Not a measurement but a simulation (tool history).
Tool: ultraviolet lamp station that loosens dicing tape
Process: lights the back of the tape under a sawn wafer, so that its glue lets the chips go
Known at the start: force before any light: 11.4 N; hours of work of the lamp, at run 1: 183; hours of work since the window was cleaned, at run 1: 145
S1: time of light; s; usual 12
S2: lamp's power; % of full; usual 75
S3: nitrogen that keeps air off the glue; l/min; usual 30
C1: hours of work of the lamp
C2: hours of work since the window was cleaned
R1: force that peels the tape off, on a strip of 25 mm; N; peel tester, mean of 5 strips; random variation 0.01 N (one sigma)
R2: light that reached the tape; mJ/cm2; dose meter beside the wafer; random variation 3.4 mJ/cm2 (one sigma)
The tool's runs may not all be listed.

run 1 day=0 | S1=12 S2=75 S3=30 | C1=183 C2=145 | R1=0.571 R2=512
run 2 day=0.829 | S1=12 S2=75 S3=30 | C1=193 C2=155 | R1=0.554 R2=507
run 3 day=1.967 | S1=12 S2=87 S3=30 | C1=206 C2=169 | R1=0.387 R2=588
run 4 day=2.858 | S1=12 S2=75 S3=30 | C1=217 C2=179 | R1=0.579 R2=504
run 5 day=3.558 | S1=12 S2=75 S3=47 | C1=226 C2=188 | R1=0.376 R2=503
run 6 day=4.342 | S1=12 S2=75 S3=47 | C1=235 C2=197 | R1=0.378 R2=502
run 7 day=5.096 | S1=21 S2=91 S3=39 | C1=244 C2=206 | R1=0.135 R2=1055
run 8 day=6.283 | S1=21 S2=64 S3=39 | C1=258 C2=221 | R1=0.182 R2=741
run 9 day=7.058 | S1=21 S2=90 S3=37 | C1=268 C2=230 | R1=0.134 R2=1033
run 10 day=8.421 | S1=21 S2=90 S3=37 | C1=284 C2=247 | R1=0.122 R2=1030
run 11 day=9.604 | S1=23 S2=75 S3=18 | C1=299 C2=261 | R1=0.214 R2=926
run 12 day=10.404 | S1=20 S2=89 S3=59 | C1=308 C2=271 | R1=0.122 R2=957

4 ways to go on from here, each from the tool as it stands after run 12. What would each give?
run A day=11.279 | S1=11 S2=96 S3=50 | C1=319 C2=281 | R1=? R2=?
run B day=11.279 | S1=12 S2=63 S3=17 | C1=319 C2=281 | R1=? R2=?
run C day=11.279 | S1=12 S2=75 S3=23 | C1=319 C2=281 | R1=? R2=?
run D day=11.279 | S1=8 S2=79 S3=18 | C1=319 C2=281 | R1=? R2=?

run=A R1=0.261 R2=559
run=B R1=1.641 R2=406
run=C R1=0.86 R2=480
run=D R1=2.159 R2=335
Without the tool's hidden state the same runs would have given:
run=A R1=0.192 R2=645
run=B R1=1.237 R2=468
run=C R1=0.607 R2=553
run=D R1=1.686 R2=386
